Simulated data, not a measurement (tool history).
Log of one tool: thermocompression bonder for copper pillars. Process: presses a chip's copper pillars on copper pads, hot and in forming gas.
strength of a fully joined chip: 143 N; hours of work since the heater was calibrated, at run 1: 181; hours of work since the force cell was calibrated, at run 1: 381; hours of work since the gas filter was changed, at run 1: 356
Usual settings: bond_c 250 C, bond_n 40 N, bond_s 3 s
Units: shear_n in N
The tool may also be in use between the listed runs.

run,day,bond_c,bond_n,bond_s,hours of work since the heater was calibrated,hours of work since the force cell was calibrated,hours of work since the gas filter was changed,shear_n
1,0,250,40,3,181,381,356,86.1
2,0.754,250,40,3,191,391,366,87.1
3,1.979,250,40,3,208,408,383,86.6
# day 2.808: forming gas filter changed
4,3.375,250,40,3,226,427,8,87.2
5,4.217,250,40,3,238,438,19,86.7
6,4.892,250,40,3,247,447,28,87
7,5.508,250,40,3,255,456,37,86.8
8,6.425,250,40,2,268,468,49,76.3
9,7.083,250,40,6,277,477,58,104.1
10,8.171,250,40,3,291,492,73,86.6
11,9.392,250,40,3,308,508,89,85.9
12,10.729,250,40,3,326,527,107,86.1
13,11.354,250,40,3,335,535,116,86.8
14,12.454,250,40,3,350,550,131,86.8
15,13.325,250,40,3,361,562,143,86.7
16,14.346,250,40,3,375,576,157,85.6
17,15.304,250,40,3,388,589,170,86.4
18,16.583,239,40,3,406,606,187,72.1
19,17.9,250,28,3,423,624,205,63.1
20,19.125,250,28,3,440,640,221,63.8
21,20.146,250,36,3,454,654,235,80.1
22,20.792,250,36,3,463,663,244,80.3
23,21.562,250,36,3,473,674,254,79.7
24,22.375,243,40,4,484,685,265,86.1
25,23.308,243,55,6,497,697,278,116.2
26,24.617,250,40,3,515,715,296,86.1
27,25.654,250,24,7,529,729,310,75.2
28,26.517,250,24,7,540,741,322,74.6
29,27.796,272,40,3,558,758,339,109.9
30,29.004,246,34,9,574,774,355,100.2
31,30.025,250,59,7,588,788,369,128.6
32,31.233,226,24,7,604,805,386,48.8
# day 31.829: forming gas filter changed
33,32.462,226,48,7,621,821,9,90.5
34,33.417,278,51,3,634,834,22,129.7
35,34.746,244,51,7,652,852,40,117
36,35.542,260,40,2,663,863,50,86.1
37,36.417,242,40,2,674,875,62,66.6
38,37.004,242,57,2,682,883,70,90.1
39,37.942,242,26,2,695,895,83,44.1

Forecast each of these 4 alternatives for the next run:
A,38.662,229,28,2,705,905,93,?
B,38.662,243,49,7,705,905,93,?
C,38.662,228,47,5,705,905,93,?
D,38.662,232,40,3,705,905,93,?

run,shear_n
A,35.4
B,112.7
C,82.7
D,64.6
Without the tool's hidden state the same runs would have given:
run,shear_n
A,35.5
B,112.8
C,82.8
D,64.7

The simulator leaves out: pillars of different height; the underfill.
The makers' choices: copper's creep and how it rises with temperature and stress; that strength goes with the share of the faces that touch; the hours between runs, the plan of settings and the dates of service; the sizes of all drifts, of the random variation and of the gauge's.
